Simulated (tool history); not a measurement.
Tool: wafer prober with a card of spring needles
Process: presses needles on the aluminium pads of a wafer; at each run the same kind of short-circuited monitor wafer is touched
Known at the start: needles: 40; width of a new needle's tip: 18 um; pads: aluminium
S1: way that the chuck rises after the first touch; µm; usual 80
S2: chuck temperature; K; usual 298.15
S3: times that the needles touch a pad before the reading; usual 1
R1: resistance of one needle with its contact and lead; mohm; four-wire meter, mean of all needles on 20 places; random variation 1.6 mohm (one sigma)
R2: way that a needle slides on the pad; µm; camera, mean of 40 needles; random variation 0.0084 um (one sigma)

| run | hour | S1 | S2 | S3 | R1 | R2 |
|---|---|---|---|---|---|---|
| 1 | 0.0 | 80 | 298.15 | 1 | 155 | 14.434 |
|  | 9.9 | tips cleaned on abrasive film |
|  | 22.2 | tips cleaned on abrasive film |
|  | 34.6 | tips cleaned on abrasive film |
|  | 46.9 | tips cleaned on abrasive film |
|  | 52.1 | height of the first contact set anew |
|  | 59.5 | tips cleaned on abrasive film |
| 2 | 68.5 | 80 | 316.15 | 1 | 160 | 14.440 |
|  | 71.1 | tips cleaned on abrasive film |
|  | 80.9 | tips cleaned on abrasive film |
|  | 93.3 | tips cleaned on abrasive film |
|  | 105.6 | tips cleaned on abrasive film |
|  | 118.0 | tips cleaned on abrasive film |
|  | 127.8 | tips cleaned on abrasive film |
|  | 140.2 | tips cleaned on abrasive film |
|  | 152.5 | tips cleaned on abrasive film |
| 3 | 154.3 | 80 | 316.15 | 1 | 161 | 14.444 |
|  | 164.2 | tips cleaned on abrasive film |
|  | 176.6 | tips cleaned on abrasive film |
|  | 186.5 | tips cleaned on abrasive film |
|  | 198.8 | tips cleaned on abrasive film |
|  | 199.1 | height of the first contact set anew |
| 4 | 202.0 | 80 | 331.15 | 1 | 161 | 14.443 |
|  | 209.5 | tips cleaned on abrasive film |
|  | 221.8 | tips cleaned on abrasive film |
|  | 231.7 | tips cleaned on abrasive film |
|  | 244.0 | tips cleaned on abrasive film |
|  | 253.9 | tips cleaned on abrasive film |
|  | 266.3 | tips cleaned on abrasive film |
| 5 | 269.1 | 68 | 298.15 | 1 | 157 | 12.275 |
|  | 276.5 | tips cleaned on abrasive film |
|  | 288.9 | tips cleaned on abrasive film |
|  | 298.8 | tips cleaned on abrasive film |
|  | 311.1 | tips cleaned on abrasive film |
| 6 | 319.6 | 68 | 298.15 | 1 | 159 | 12.275 |
|  | 322.2 | tips cleaned on abrasive film |
|  | 334.5 | tips cleaned on abrasive film |
|  | 344.4 | tips cleaned on abrasive film |
|  | 347.1 | height of the first contact set anew |
|  | 357.0 | tips cleaned on abrasive film |
|  | 369.4 | tips cleaned on abrasive film |
| 7 | 378.8 | 68 | 298.15 | 1 | 156 | 12.276 |
|  | 381.4 | tips cleaned on abrasive film |
|  | 393.7 | tips cleaned on abrasive film |
|  | 406.0 | tips cleaned on abrasive film |
|  | 415.9 | tips cleaned on abrasive film |
|  | 428.3 | tips cleaned on abrasive film |
|  | 438.2 | tips cleaned on abrasive film |
| 8 | 446.7 | 80 | 298.15 | 2 | 156 | 14.445 |
|  | 449.3 | tips cleaned on abrasive film |
|  | 459.2 | tips cleaned on abrasive film |
|  | 471.5 | tips cleaned on abrasive film |
|  | 481.4 | tips cleaned on abrasive film |
|  | 493.7 | tips cleaned on abrasive film |
|  | 494.0 | height of the first contact set anew |
| 9 | 500.4 | 80 | 298.15 | 2 | 154 | 14.431 |
|  | 505.4 | tips cleaned on abrasive film |
|  | 515.3 | tips cleaned on abrasive film |
|  | 527.7 | tips cleaned on abrasive film |
|  | 540.0 | tips cleaned on abrasive film |
|  | 552.3 | tips cleaned on abrasive film |
|  | 562.2 | tips cleaned on abrasive film |
| 10 | 570.7 | 80 | 298.15 | 2 | 156 | 14.425 |
|  | 573.3 | tips cleaned on abrasive film |
|  | 583.2 | tips cleaned on abrasive film |
|  | 595.5 | tips cleaned on abrasive film |
|  | 605.4 | tips cleaned on abrasive film |
|  | 615.3 | tips cleaned on abrasive film |
| 11 | 621.1 | 80 | 298.15 | 2 | 156 | 14.445 |
|  | 626.1 | tips cleaned on abrasive film |
|  | 636.0 | tips cleaned on abrasive film |
|  | 641.2 | height of the first contact set anew |
|  | 648.6 | tips cleaned on abrasive film |
|  | 658.5 | tips cleaned on abrasive film |
|  | 670.9 | tips cleaned on abrasive film |
|  | 680.8 | tips cleaned on abrasive film |
|  | 690.7 | tips cleaned on abrasive film |
|  | 703.0 | tips cleaned on abrasive film |
| 12 | 710.0 | 80 | 298.15 | 2 | 157 | 14.442 |
|  | 715.0 | tips cleaned on abrasive film |
|  | 727.4 | tips cleaned on abrasive film |
|  | 739.7 | tips cleaned on abrasive film |
|  | 749.6 | tips cleaned on abrasive film |
|  | 761.9 | tips cleaned on abrasive film |
|  | 771.8 | tips cleaned on abrasive film |
| 13 | 776.3 | 80 | 298.15 | 1 | 156 | 14.429 |
|  | 783.7 | tips cleaned on abrasive film |
|  | 788.9 | height of the first contact set anew |
|  | 796.3 | tips cleaned on abrasive film |
|  | 808.7 | tips cleaned on abrasive film |
|  | 821.0 | tips cleaned on abrasive film |
| 14 | 827.5 | 80 | 298.15 | 1 | 158 | 14.448 |
|  | 832.5 | tips cleaned on abrasive film |
|  | 842.4 | tips cleaned on abrasive film |
|  | 852.3 | tips cleaned on abrasive film |
|  | 864.6 | tips cleaned on abrasive film |
|  | 874.5 | tips cleaned on abrasive film |
| 15 | 875.8 | 80 | 298.15 | 1 | 158 | 14.434 |
|  | 885.7 | tips cleaned on abrasive film |
|  | 898.0 | tips cleaned on abrasive film |
|  | 910.4 | tips cleaned on abrasive film |
|  | 922.7 | tips cleaned on abrasive film |
| 16 | 929.0 | 87 | 298.15 | 1 | 156 | 15.690 |
|  | 934.0 | tips cleaned on abrasive film |
|  | 936.8 | height of the first contact set anew |
|  | 946.6 | tips cleaned on abrasive film |
|  | 956.5 | tips cleaned on abrasive film |
|  | 968.9 | tips cleaned on abrasive film |
|  | 981.2 | tips cleaned on abrasive film |
|  | 993.5 | tips cleaned on abrasive film |
|  | 1003.4 | tips cleaned on abrasive film |
|  | 1015.8 | tips cleaned on abrasive film |
| 17 | 1025.2 | 87 | 298.15 | 1 | 157 | 15.706 |
|  | 1027.8 | tips cleaned on abrasive film |
|  | 1037.7 | tips cleaned on abrasive film |
|  | 1047.5 | tips cleaned on abrasive film |
|  | 1059.9 | tips cleaned on abrasive film |
|  | 1072.2 | tips cleaned on abrasive film |
|  | 1084.6 | tips cleaned on abrasive film |
|  | 1084.9 | height of the first contact set anew |
|  | 1097.2 | tips cleaned on abrasive film |
|  | 1107.1 | tips cleaned on abrasive film |
|  | 1119.4 | tips cleaned on abrasive film |
| 18 | 1124.6 | 87 | 298.15 | 1 | 156 | 15.684 |
|  | 1129.6 | tips cleaned on abrasive film |
|  | 1139.5 | tips cleaned on abrasive film |
|  | 1149.4 | tips cleaned on abrasive film |
|  | 1159.3 | tips cleaned on abrasive film |
|  | 1170.2 | tips cleaned on abrasive film |
| 19 | 1170.2 | 80 | 298.15 | 2 | 157 | 14.432 |
|  | 1180.1 | tips cleaned on abrasive film |
|  | 1190.0 | tips cleaned on abrasive film |
|  | 1202.3 | tips cleaned on abrasive film |
|  | 1212.2 | tips cleaned on abrasive film |
|  | 1222.1 | tips cleaned on abrasive film |
|  | 1232.2 | height of the first contact set anew |
|  | 1234.7 | tips cleaned on abrasive film |
|  | 1244.6 | tips cleaned on abrasive film |
| 20 | 1252.9 | 74 | 388.15 | 2 | 173 | 13.359 |
|  | 1255.5 | tips cleaned on abrasive film |
|  | 1265.4 | tips cleaned on abrasive film |
|  | 1277.7 | tips cleaned on abrasive film |
|  | 1290.0 | tips cleaned on abrasive film |
|  | 1302.4 | tips cleaned on abrasive film |
|  | 1312.3 | tips cleaned on abrasive film |
|  | 1324.6 | tips cleaned on abrasive film |
|  | 1334.5 | tips cleaned on abrasive film |
| 21 | 1338.0 | 80 | 355.15 | 2 | 166 | 14.451 |

Forecast each of these 3 alternatives for the next run:
|  | 1345.4 | tips cleaned on abrasive film |
|  | 1357.8 | tips cleaned on abrasive film |
|  | 1367.7 | tips cleaned on abrasive film |
|  | 1377.6 | tips cleaned on abrasive film |
|  | 1380.3 | height of the first contact set anew |
|  | 1387.7 | tips cleaned on abrasive film |
|  | 1400.1 | tips cleaned on abrasive film |
| A | 1400.3 | 80 | 298.15 | 2 | ? | ? |
|  | 1345.4 | tips cleaned on abrasive film |
|  | 1357.8 | tips cleaned on abrasive film |
|  | 1367.7 | tips cleaned on abrasive film |
|  | 1377.6 | tips cleaned on abrasive film |
|  | 1380.3 | height of the first contact set anew |
|  | 1387.7 | tips cleaned on abrasive film |
|  | 1400.1 | tips cleaned on abrasive film |
| B | 1400.3 | 90 | 335.15 | 1 | ? | ? |
|  | 1345.4 | tips cleaned on abrasive film |
|  | 1357.8 | tips cleaned on abrasive film |
|  | 1367.7 | tips cleaned on abrasive film |
|  | 1377.6 | tips cleaned on abrasive film |
|  | 1380.3 | height of the first contact set anew |
|  | 1387.7 | tips cleaned on abrasive film |
|  | 1400.1 | tips cleaned on abrasive film |
| C | 1400.3 | 97 | 319.15 | 1 | ? | ? |

| run | R1 | R2 |
|---|---|---|
| A | 155 | 14.439 |
| B | 162 | 16.242 |
| C | 158 | 17.526 |
Without the tool's hidden state the same runs would have given:
| run | R1 | R2 |
|---|---|---|
| A | 155 | 14.439 |
| B | 162 | 16.243 |
| C | 158 | 17.526 |

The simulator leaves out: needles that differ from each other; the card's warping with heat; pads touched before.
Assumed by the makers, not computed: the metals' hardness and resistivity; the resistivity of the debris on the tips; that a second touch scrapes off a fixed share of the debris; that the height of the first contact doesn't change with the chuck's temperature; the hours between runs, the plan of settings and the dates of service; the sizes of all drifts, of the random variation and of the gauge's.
